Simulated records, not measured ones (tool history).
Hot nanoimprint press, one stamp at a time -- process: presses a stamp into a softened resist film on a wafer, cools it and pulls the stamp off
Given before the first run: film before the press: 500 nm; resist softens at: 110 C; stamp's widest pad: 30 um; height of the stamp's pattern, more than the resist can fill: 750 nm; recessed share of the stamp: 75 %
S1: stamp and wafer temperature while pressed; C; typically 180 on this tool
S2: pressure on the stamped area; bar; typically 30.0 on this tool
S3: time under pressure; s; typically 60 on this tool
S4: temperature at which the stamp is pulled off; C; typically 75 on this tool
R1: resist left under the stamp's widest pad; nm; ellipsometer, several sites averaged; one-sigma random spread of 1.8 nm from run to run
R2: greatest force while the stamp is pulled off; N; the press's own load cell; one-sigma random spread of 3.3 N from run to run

run     day   S1    S2  S3  S4     R1   R2
  1   0.000  180  30.0  60  75  309.4  176
      2.171  -- plate thermocouple calibrated
  2   2.683  180  30.0  60  75  291.5  177
      4.167  -- press's hydraulic seals changed and the load cell set to zero
  3   4.696  180  30.0  60  77  289.1  179
  4   6.217  180  30.0  60  77  287.8  179
  5   8.292  180  30.0  60  63  289.2  199
      9.042  -- stamp cleaned and given a new release coat
  6  10.338  180  30.0  60  63  291.8  167
  7  12.629  180  30.0  60  75  294.7  166
  8  14.971  180  30.0  60  75  295.0  165
  9  18.079  180  30.0  60  75  296.4  172
 10  21.325  180  30.0  60  75  298.5  179
 11  24.371  182  19.1  50  65  349.7  199

What does the tool deliver on the next run?
     26.283  -- stamp cleaned and given a new release coat
 12  27.362  180  47.7  34  60   ?   ?

{"run 12": {"R1": 291.5, "R2": 170}}
With the hidden condition absent and the run-to-run variation left alone, this run would have shown R1 273.9 nm, R2 167 N.

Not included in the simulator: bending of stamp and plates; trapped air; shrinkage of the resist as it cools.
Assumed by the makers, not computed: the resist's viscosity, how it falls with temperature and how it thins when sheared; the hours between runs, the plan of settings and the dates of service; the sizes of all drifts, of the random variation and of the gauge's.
